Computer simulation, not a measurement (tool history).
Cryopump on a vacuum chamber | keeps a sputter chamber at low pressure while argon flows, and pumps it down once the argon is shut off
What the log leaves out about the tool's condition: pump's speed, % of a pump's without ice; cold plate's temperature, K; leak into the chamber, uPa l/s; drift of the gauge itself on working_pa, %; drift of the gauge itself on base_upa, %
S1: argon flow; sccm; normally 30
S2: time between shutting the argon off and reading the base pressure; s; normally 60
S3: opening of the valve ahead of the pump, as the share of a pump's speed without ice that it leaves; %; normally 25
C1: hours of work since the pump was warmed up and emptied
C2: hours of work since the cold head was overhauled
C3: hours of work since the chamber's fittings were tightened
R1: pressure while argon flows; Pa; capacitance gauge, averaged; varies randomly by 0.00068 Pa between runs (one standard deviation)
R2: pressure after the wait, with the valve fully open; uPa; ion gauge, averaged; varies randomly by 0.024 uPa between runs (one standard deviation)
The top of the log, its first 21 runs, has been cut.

run,day,S1,S2,S3,C1,C2,C3,R1,R2
22,35.738,30,130,25,157,1311,732,0.1172,0.99
23,37.321,25,152,35,182,1337,758,0.0705,0.93
24,38.671,25,23,48,204,1358,779,0.0516,2.61
25,40.188,25,23,48,229,1383,804,0.0519,2.62
26,41.929,30,44,20,257,1411,832,0.1483,1.71
27,44.021,21,88,20,290,1445,865,0.1045,1.21
28,44.929,57,255,36,305,1459,880,0.1587,0.87
29,46.925,30,72,25,337,1491,912,0.1196,1.34
30,48.950,30,72,25,370,1524,945,0.1204,1.42
31,51.125,30,72,25,404,1559,980,0.1211,1.43
32,52.162,30,72,25,421,1576,996,0.1192,1.47
33,53.754,30,65,19,447,1601,1022,0.1577,1.53
34,55.179,30,88,24,470,1624,1045,0.1254,1.38

Predict each of these 4 candidate next runs independently; none follows another, all start after run 34:
A,56.917,30,30,20,498,1652,1073,?,?
B,56.917,30,116,25,498,1652,1073,?,?
C,56.917,30,27,49,498,1652,1073,?,?
D,56.917,30,88,27,498,1652,1073,?,?

run,R1,R2
A,0.1503,2.45
B,0.1231,1.26
C,0.0653,2.58
D,0.1115,1.36
Take away the tool's hidden state, keep each run's random variation, and the runs would have read:
run,R1,R2
A,0.1453,1.73
B,0.1180,0.56
C,0.0603,1.86
D,0.1066,0.64

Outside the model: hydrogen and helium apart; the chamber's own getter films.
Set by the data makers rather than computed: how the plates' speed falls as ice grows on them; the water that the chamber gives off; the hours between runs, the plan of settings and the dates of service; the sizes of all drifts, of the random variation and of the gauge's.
